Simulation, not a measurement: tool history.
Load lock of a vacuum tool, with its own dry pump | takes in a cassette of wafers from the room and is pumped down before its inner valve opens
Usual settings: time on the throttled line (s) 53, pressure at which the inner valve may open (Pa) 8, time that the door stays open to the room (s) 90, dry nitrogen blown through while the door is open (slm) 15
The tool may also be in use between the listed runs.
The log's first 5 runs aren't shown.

| run | hour | time on the throttled line (s) | pressure at which the inner valve may open (Pa) | time that the door stays open to the room (s) | dry nitrogen blown through while the door is open (slm) | incoming humidity of the room's air, % | time from the closed door until the inner valve may open (s) | rise of the pressure with all valves shut (Pa/min) |
|---|---|---|---|---|---|---|---|---|
| 6 | 520.7 | 53 | 8 | 43 | 15 | 45.8 | 118.6 | 0.057 |
| 7 | 599.4 | 53 | 8 | 43 | 15 | 45.1 | 117.8 | 0.059 |
|  | 614.7 | dry pump taken out, an overhauled one fitted |
| 8 | 673.1 | 53 | 8 | 43 | 15 | 45.4 | 110.8 | 0.060 |
| 9 | 739.6 | 53 | 8 | 90 | 15 | 45.7 | 110.2 | 0.070 |
| 10 | 848.6 | 53 | 8 | 90 | 15 | 50.2 | 110.9 | 0.076 |
| 11 | 995.4 | 53 | 8 | 90 | 15 | 44.9 | 110.4 | 0.071 |
| 12 | 1149.6 | 53 | 8 | 90 | 15 | 41.9 | 110.2 | 0.069 |
| 13 | 1290.8 | 53 | 8 | 90 | 7 | 43.3 | 110.9 | 0.086 |
| 14 | 1430.8 | 53 | 8 | 90 | 7 | 46.2 | 110.8 | 0.095 |
| 15 | 1500.7 | 53 | 8 | 90 | 7 | 45.7 | 110.6 | 0.093 |
| 16 | 1640.5 | 53 | 8 | 90 | 7 | 47.0 | 110.8 | 0.095 |
| 17 | 1756.2 | 72 | 8 | 90 | 7 | 46.3 | 125.7 | 0.094 |
| 18 | 1904.8 | 53 | 8 | 90 | 23 | 46.4 | 111.0 | 0.068 |
| 19 | 1994.9 | 53 | 8 | 90 | 23 | 42.9 | 110.4 | 0.072 |

The next listed run, before its measurement:
| 20 | 2085.1 | 74 | 11 | 113 | 4 | 48.1 | ? | ? |

Run 20 gave time from the closed door until the inner valve may open (s) 125.2, rise of the pressure with all valves shut (Pa/min) 0.118.
Without the tool's hidden state the same run would have given time from the closed door until the inner valve may open (s) 124.8, rise of the pressure with all valves shut (Pa/min) 0.073.
